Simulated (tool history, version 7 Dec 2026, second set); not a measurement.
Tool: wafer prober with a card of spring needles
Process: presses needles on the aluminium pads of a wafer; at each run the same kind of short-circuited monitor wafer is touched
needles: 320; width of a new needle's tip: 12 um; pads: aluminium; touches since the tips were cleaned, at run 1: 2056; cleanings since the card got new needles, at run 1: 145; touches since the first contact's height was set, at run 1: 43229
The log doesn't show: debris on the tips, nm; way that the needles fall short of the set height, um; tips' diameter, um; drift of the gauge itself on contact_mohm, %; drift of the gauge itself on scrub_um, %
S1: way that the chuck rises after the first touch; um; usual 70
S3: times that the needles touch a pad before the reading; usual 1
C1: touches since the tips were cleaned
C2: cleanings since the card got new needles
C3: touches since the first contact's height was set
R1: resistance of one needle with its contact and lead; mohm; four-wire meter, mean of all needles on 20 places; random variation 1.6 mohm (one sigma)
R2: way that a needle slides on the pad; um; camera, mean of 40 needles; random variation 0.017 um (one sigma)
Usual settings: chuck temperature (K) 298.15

{"run": 1, "hour": 0.0, "S1": 70, "chuck temperature (K)": 298.15, "S3": 1, "C1": 2056, "C2": 145, "C3": 43229, "R1": 163, "R2": 10.42}
{"hour": 4.8, "done": "tips cleaned on abrasive film"}
{"hour": 16.5, "done": "tips cleaned on abrasive film"}
{"hour": 28.2, "done": "tips cleaned on abrasive film"}
{"hour": 37.6, "done": "tips cleaned on abrasive film"}
{"hour": 47.6, "done": "tips cleaned on abrasive film"}
{"run": 2, "hour": 47.6, "S1": 70, "chuck temperature (K)": 298.15, "S3": 1, "C1": 0, "C2": 150, "C3": 60238, "R1": 162, "R2": 10.41}
{"hour": 57.0, "done": "tips cleaned on abrasive film"}
{"hour": 68.8, "done": "tips cleaned on abrasive film"}
{"hour": 78.2, "done": "tips cleaned on abrasive film"}
{"run": 3, "hour": 86.7, "S1": 66, "chuck temperature (K)": 298.15, "S3": 1, "C1": 3099, "C2": 153, "C3": 74264, "R1": 163, "R2": 9.85}
{"hour": 89.2, "done": "tips cleaned on abrasive film"}
{"hour": 100.9, "done": "tips cleaned on abrasive film"}
{"hour": 110.3, "done": "tips cleaned on abrasive film"}
{"hour": 122.0, "done": "tips cleaned on abrasive film"}
{"hour": 133.8, "done": "tips cleaned on abrasive film"}
{"hour": 136.4, "done": "height of the first contact set anew"}
{"run": 4, "hour": 141.7, "S1": 66, "chuck temperature (K)": 298.15, "S3": 1, "C1": 2742, "C2": 158, "C3": 1901, "R1": 162, "R2": 9.84}
{"hour": 144.1, "done": "tips cleaned on abrasive film"}
{"hour": 153.5, "done": "tips cleaned on abrasive film"}
{"hour": 165.2, "done": "tips cleaned on abrasive film"}
{"hour": 174.7, "done": "tips cleaned on abrasive film"}
{"hour": 186.4, "done": "tips cleaned on abrasive film"}
{"run": 5, "hour": 189.3, "S1": 66, "chuck temperature (K)": 298.15, "S3": 1, "C1": 1066, "C2": 163, "C3": 18931, "R1": 160, "R2": 9.85}
{"hour": 196.4, "done": "tips cleaned on abrasive film"}
{"hour": 208.1, "done": "tips cleaned on abrasive film"}
{"run": 6, "hour": 216.8, "S1": 66, "chuck temperature (K)": 298.15, "S3": 1, "C1": 3136, "C2": 165, "C3": 28787, "R1": 160, "R2": 9.81}
{"hour": 219.3, "done": "tips cleaned on abrasive film"}
{"hour": 228.7, "done": "tips cleaned on abrasive film"}
{"hour": 240.4, "done": "tips cleaned on abrasive film"}
{"hour": 251.0, "done": "tips cleaned on abrasive film"}
{"run": 7, "hour": 251.0, "S1": 66, "chuck temperature (K)": 298.15, "S3": 1, "C1": 0, "C2": 169, "C3": 40996, "R1": 159, "R2": 9.82}
{"hour": 260.5, "done": "tips cleaned on abrasive film"}
{"hour": 272.2, "done": "tips cleaned on abrasive film"}
{"hour": 283.9, "done": "tips cleaned on abrasive film"}
{"run": 8, "hour": 292.7, "S1": 66, "chuck temperature (K)": 298.15, "S3": 1, "C1": 3154, "C2": 172, "C3": 55915, "R1": 161, "R2": 9.85}
{"hour": 295.1, "done": "tips cleaned on abrasive film"}
{"hour": 304.5, "done": "tips cleaned on abrasive film"}
{"hour": 316.2, "done": "tips cleaned on abrasive film"}
{"hour": 326.0, "done": "tips cleaned on abrasive film"}
{"run": 9, "hour": 326.0, "S1": 84, "chuck temperature (K)": 298.15, "S3": 1, "C1": 0, "C2": 176, "C3": 67798, "R1": 161, "R2": 12.52}
{"hour": 335.4, "done": "tips cleaned on abrasive film"}
{"hour": 347.1, "done": "tips cleaned on abrasive film"}
{"hour": 358.9, "done": "tips cleaned on abrasive film"}
{"run": 10, "hour": 365.4, "S1": 70, "chuck temperature (K)": 341.15, "S3": 1, "C1": 2382, "C2": 179, "C3": 81948, "R1": 167, "R2": 10.47}
{"hour": 370.2, "done": "tips cleaned on abrasive film"}
{"hour": 379.6, "done": "tips cleaned on abrasive film"}
{"hour": 391.3, "done": "tips cleaned on abrasive film"}
{"hour": 391.6, "done": "height of the first contact set anew"}
{"run": 11, "hour": 394.3, "S1": 70, "chuck temperature (K)": 298.15, "S3": 2, "C1": 943, "C2": 182, "C3": 943, "R1": 158, "R2": 10.47}
{"hour": 401.3, "done": "tips cleaned on abrasive film"}
{"hour": 413.1, "done": "tips cleaned on abrasive film"}
{"run": 12, "hour": 418.7, "S1": 70, "chuck temperature (K)": 298.15, "S3": 2, "C1": 2052, "C2": 184, "C3": 9712, "R1": 160, "R2": 10.46}
{"hour": 423.5, "done": "tips cleaned on abrasive film"}
{"hour": 435.2, "done": "tips cleaned on abrasive film"}
{"hour": 445.2, "done": "tips cleaned on abrasive film"}
{"run": 13, "hour": 445.2, "S1": 70, "chuck temperature (K)": 298.15, "S3": 3, "C1": 0, "C2": 187, "C3": 19163, "R1": 159, "R2": 10.46}
{"hour": 456.9, "done": "tips cleaned on abrasive film"}
{"hour": 468.7, "done": "tips cleaned on abrasive film"}
{"hour": 478.1, "done": "tips cleaned on abrasive film"}
{"run": 14, "hour": 483.3, "S1": 70, "chuck temperature (K)": 298.15, "S3": 3, "C1": 1871, "C2": 190, "C3": 32796, "R1": 160, "R2": 10.46}
{"hour": 488.0, "done": "tips cleaned on abrasive film"}
{"hour": 499.8, "done": "tips cleaned on abrasive film"}
{"hour": 511.5, "done": "tips cleaned on abrasive film"}
{"hour": 523.2, "done": "tips cleaned on abrasive film"}
{"hour": 535.0, "done": "tips cleaned on abrasive film"}
{"run": 15, "hour": 539.0, "S1": 70, "chuck temperature (K)": 298.15, "S3": 3, "C1": 1456, "C2": 195, "C3": 52737, "R1": 159, "R2": 10.48}
{"hour": 546.1, "done": "tips cleaned on abrasive film"}
{"hour": 557.8, "done": "tips cleaned on abrasive film"}
{"hour": 569.5, "done": "tips cleaned on abrasive film"}
{"run": 16, "hour": 578.1, "S1": 70, "chuck temperature (K)": 383.15, "S3": 1, "C1": 3092, "C2": 198, "C3": 66753, "R1": 178, "R2": 10.46}
{"hour": 580.5, "done": "tips cleaned on abrasive film"}
{"hour": 589.9, "done": "tips cleaned on abrasive film"}
{"hour": 601.7, "done": "tips cleaned on abrasive film"}
{"hour": 611.1, "done": "tips cleaned on abrasive film"}
{"run": 17, "hour": 618.0, "S1": 70, "chuck temperature (K)": 299.15, "S3": 1, "C1": 2513, "C2": 202, "C3": 81030, "R1": 162, "R2": 10.47}

The next listed run, before its measurement:
{"hour": 622.8, "done": "tips cleaned on abrasive film"}
{"hour": 634.5, "done": "tips cleaned on abrasive film"}
{"hour": 646.3, "done": "tips cleaned on abrasive film"}
{"hour": 646.6, "done": "height of the first contact set anew"}
{"hour": 658.3, "done": "tips cleaned on abrasive film"}
{"run": 18, "hour": 664.9, "S1": 70, "chuck temperature (K)": 299.15, "S3": 1, "C1": 2389, "C2": 206, "C3": 6591, "R1": "?", "R2": "?"}

R1: 158 mohm
R2: 10.46 um
Without the tool's hidden state the same run would have given R1 158 mohm, R2 10.39 um.
